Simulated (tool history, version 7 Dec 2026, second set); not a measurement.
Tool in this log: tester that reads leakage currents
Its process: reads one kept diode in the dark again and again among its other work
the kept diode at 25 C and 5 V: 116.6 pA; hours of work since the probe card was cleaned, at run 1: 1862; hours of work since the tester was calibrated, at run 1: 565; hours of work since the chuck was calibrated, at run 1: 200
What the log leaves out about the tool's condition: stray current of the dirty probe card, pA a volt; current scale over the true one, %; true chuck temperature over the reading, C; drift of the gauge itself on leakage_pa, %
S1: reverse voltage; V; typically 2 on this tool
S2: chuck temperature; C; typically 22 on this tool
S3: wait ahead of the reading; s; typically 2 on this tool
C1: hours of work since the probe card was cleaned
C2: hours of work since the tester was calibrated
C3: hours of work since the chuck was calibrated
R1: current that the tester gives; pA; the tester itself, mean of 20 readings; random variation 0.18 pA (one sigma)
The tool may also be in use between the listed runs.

run    hour     S1  S2    S3    C1    C2   C3      R1
  1       0      2  22     2  1862   565  200   57.59
  2    74.5      2  22   1.2  1913   616  251   57.45
  3   206.9      2  22     2  2004   707  342   56.86
  4   309.2      2  22     2  2075   777  412   56.66
  5   444.8      2  22     2  2168   871  506   56.28
  6   567.7      2  22  0.95  2252   955  590   55.96
  7   691.7      2  22  0.95  2338  1040  675   55.57
  8   822.9      2  53     2  2428  1131  766   557.3
  9   925.6      2  22     2  2499  1201  836   54.86
      981.7  -- chuck's temperature calibrated
 10  1067.7      2  30     2  2595  1297   59  110.36
 11  1204.7      2  22     2  2689  1392  153   58.45
 12  1261.9      2  22     2  2728  1431  193   58.15
 13  1342.7      2  22  7.36  2784  1487  248   57.72
 14  1422.2      2  22     2  2839  1541  303   57.66
     1433.5  -- tester calibrated
 15  1527.1      2  22     2  2909    64  374   57.31
 16  1640.6      2  22     2  2987   142  452   57.03
 17  1740.2      2  22     2  3056   211  520   56.48
       1793  -- tester calibrated, once more
 18  1805.5      2  22     2  3100     9  564   57.26
 19  1868.3      2  22  0.36  3143    52  607   58.08
 20  1945.5  16.76  22  0.58  3196   105  660  186.98
 21    2058   3.47  24  1.62  3273   182  737   89.63
 22    2170   1.15  26  1.01  3350   259  814   57.95
     2261.9  -- chuck's temperature calibrated
 23  2262.1   1.15  26  1.01  3412   321    0   62.16
 24  2390.2  10.07  22  2.58  3500   409   88  144.44
 25  2485.8   6.04  22  0.55  3566   475  154  110.62
 26  2554.8   6.04  22  0.55  3613   522  201  111.01
 27  2641.9   2.97  37   0.5  3673   582  261  233.68
 28  2706.3      2  22  2.28  3718   627  306   59.26

Here are 4 independent what-if runs from the current tool condition. What would each one return?
  A  2842.3   7.32  59   0.7  3811  720  399   ?
  B  2842.3   2.35  22  2.28  3811  720  399   ?
  C  2842.3  15.97  42  0.32  3811  720  399   ?
  D  2842.3  19.47  32     2  3811  720  399   ?

run       R1
  A  1693.53
  B    64.55
  C   799.95
  D   429.76
What these runs would have given with no unlogged condition in the tool:
run       R1
  A  1713.49
  B    62.43
  C   791.73
  D   409.48

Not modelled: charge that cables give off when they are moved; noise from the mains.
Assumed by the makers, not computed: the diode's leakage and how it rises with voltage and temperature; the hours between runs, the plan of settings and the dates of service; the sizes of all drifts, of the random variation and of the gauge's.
